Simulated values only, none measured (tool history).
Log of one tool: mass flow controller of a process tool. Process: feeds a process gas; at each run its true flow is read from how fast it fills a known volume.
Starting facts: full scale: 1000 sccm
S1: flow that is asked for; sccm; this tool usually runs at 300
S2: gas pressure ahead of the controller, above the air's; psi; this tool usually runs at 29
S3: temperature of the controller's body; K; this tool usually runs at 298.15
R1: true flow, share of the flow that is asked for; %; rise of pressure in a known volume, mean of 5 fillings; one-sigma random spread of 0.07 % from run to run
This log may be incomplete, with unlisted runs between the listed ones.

Run 1, day 0: usual settings. Result: R1 97.21 %.
Run 2, day 6.004: usual settings. Result: R1 97.11 %.
Run 3, day 15.825: usual settings but S3 296.15 K. Result: R1 97.11 %.
Run 4, day 24.9: usual settings but S2 33.1 psi, S3 296.15 K. Result: R1 96.93 %.
Run 5, day 31.696: usual settings but S2 33.1 psi, S3 296.15 K. Result: R1 96.78 %.
Run 6, day 39.362: usual settings. Result: R1 96.92 %.
Run 7, day 44.704: usual settings but S2 36 psi. Result: R1 96.71 %.
Run 8, day 56.283: usual settings but S2 30.3 psi, S3 308.15 K. Result: R1 97.1 %.
Run 9, day 63.246: usual settings but S2 34.7 psi, S3 300.15 K. Result: R1 96.68 %.
Run 10, day 72.567: usual settings but S2 36.3 psi, S3 312.15 K. Result: R1 96.95 %.
Run 11, day 79.433: usual settings but S2 36.3 psi, S3 312.15 K. Result: R1 96.92 %.
Run 12, day 85.812: usual settings but S2 36.3 psi, S3 312.15 K. Result: R1 96.9 %.

The next listed run, before its measurement:
Run 13, day 96.075: usual settings but S1 948 sccm, S2 25.5 psi. Result: R1 ?.

{"run 13": {"R1": 98.82}}
With the hidden condition absent and the run-to-run variation left alone, this run would have shown R1 99.99 %.

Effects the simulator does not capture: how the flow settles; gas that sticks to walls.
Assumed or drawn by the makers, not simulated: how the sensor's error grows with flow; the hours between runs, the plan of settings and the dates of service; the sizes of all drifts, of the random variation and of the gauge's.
